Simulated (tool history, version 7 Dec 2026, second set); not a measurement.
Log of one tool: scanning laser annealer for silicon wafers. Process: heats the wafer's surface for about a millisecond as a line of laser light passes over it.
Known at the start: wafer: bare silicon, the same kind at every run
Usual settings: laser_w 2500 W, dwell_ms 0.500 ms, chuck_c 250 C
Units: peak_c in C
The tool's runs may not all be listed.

| run | day | laser_w | dwell_ms | chuck_c | peak_c |
|---|---|---|---|---|---|
| 1 | 0.000 | 2500 | 0.500 | 250 | 949 |
| 2 | 1.312 | 2500 | 0.500 | 250 | 950 |
| 3 | 3.158 | 2500 | 0.500 | 250 | 947 |
| 4 | 5.171 | 2500 | 0.500 | 250 | 947 |
| 5 | 7.329 | 2500 | 0.500 | 250 | 947 |
| 6 | 9.800 | 2500 | 0.500 | 254 | 951 |
| 7 | 11.508 | 2279 | 0.500 | 250 | 888 |
| 8 | 13.471 | 2279 | 0.500 | 250 | 887 |
| 9 | 15.892 | 2500 | 0.527 | 250 | 964 |
| 10 | 17.167 | 2500 | 0.527 | 250 | 963 |
| 11 | 18.962 | 2500 | 0.531 | 250 | 965 |
|  | 20.004 | optics aligned, line set to its width |
| 12 | 20.738 | 2500 | 0.500 | 257 | 956 |
| 13 | 22.783 | 2500 | 0.500 | 248 | 948 |
| 14 | 24.917 | 2191 | 0.500 | 250 | 869 |
| 15 | 26.308 | 2500 | 0.500 | 243 | 943 |
| 16 | 27.371 | 2500 | 0.500 | 243 | 939 |
| 17 | 28.788 | 2500 | 0.473 | 243 | 919 |
| 18 | 31.167 | 2500 | 0.512 | 250 | 957 |
| 19 | 32.375 | 2500 | 0.512 | 250 | 955 |
| 20 | 34.046 | 2500 | 0.512 | 250 | 956 |
| 21 | 35.471 | 2500 | 0.500 | 250 | 945 |
| 22 | 37.425 | 2500 | 0.500 | 250 | 947 |
| 23 | 39.296 | 2500 | 0.500 | 250 | 947 |
|  | 39.579 | window over the wafer cleaned |
| 24 | 41.146 | 2500 | 0.617 | 232 | 999 |
| 25 | 43.329 | 2500 | 0.617 | 232 | 1002 |
| 26 | 45.508 | 2530 | 0.498 | 221 | 908 |
|  | 46.808 | window over the wafer cleaned, once more |
| 27 | 47.608 | 2580 | 0.586 | 212 | 1009 |
| 28 | 49.938 | 2292 | 0.500 | 250 | 905 |
| 29 | 51.321 | 2748 | 0.468 | 226 | 971 |
| 30 | 53.000 | 2748 | 0.468 | 226 | 968 |
| 31 | 54.258 | 2289 | 0.411 | 253 | 837 |
| 32 | 55.738 | 2255 | 0.500 | 250 | 889 |
| 33 | 57.525 | 2255 | 0.446 | 252 | 851 |
| 34 | 58.925 | 2253 | 0.500 | 242 | 886 |
| 35 | 60.129 | 2253 | 0.544 | 214 | 883 |
| 36 | 62.042 | 2131 | 0.453 | 260 | 833 |
| 37 | 64.312 | 2627 | 0.544 | 250 | 1021 |
| 38 | 66.692 | 2349 | 0.398 | 247 | 829 |
| 39 | 68.133 | 2349 | 0.398 | 247 | 828 |
| 40 | 69.271 | 2349 | 0.398 | 252 | 832 |
| 41 | 70.938 | 2155 | 0.500 | 221 | 832 |

Measured less the same run without the tool's hidden state. The same run-to-run variation is in both; the gauge's scatter may not be:
The hidden state here: light that passes the window, % of a clean one's; laser's true power over the reading, %; width of the line over the set one, %; drift of the gauge itself on peak_c, C.
| run | peak_c |
|---|---|
| 1 | -10 |
| 2 | -11 |
| 3 | -11 |
| 4 | -12 |
| 5 | -13 |
| 6 | -13 |
| 7 | -12 |
| 8 | -13 |
| 9 | -16 |
| 10 | -16 |
| 11 | -17 |
| 12 | -9 |
| 13 | -10 |
| 14 | -9 |
| 15 | -11 |
| 16 | -11 |
| 17 | -11 |
| 18 | -12 |
| 19 | -13 |
| 20 | -14 |
| 21 | -13 |
| 22 | -14 |
| 23 | -14 |
| 24 | -29 |
| 25 | -30 |
| 26 | -27 |
| 27 | -1 |
| 28 | -1 |
| 29 | -2 |
| 30 | -2 |
| 31 | -2 |
| 32 | -3 |
| 33 | -3 |
| 34 | -3 |
| 35 | -4 |
| 36 | -4 |
| 37 | -6 |
| 38 | -5 |
| 39 | -5 |
| 40 | -5 |
| 41 | -6 |
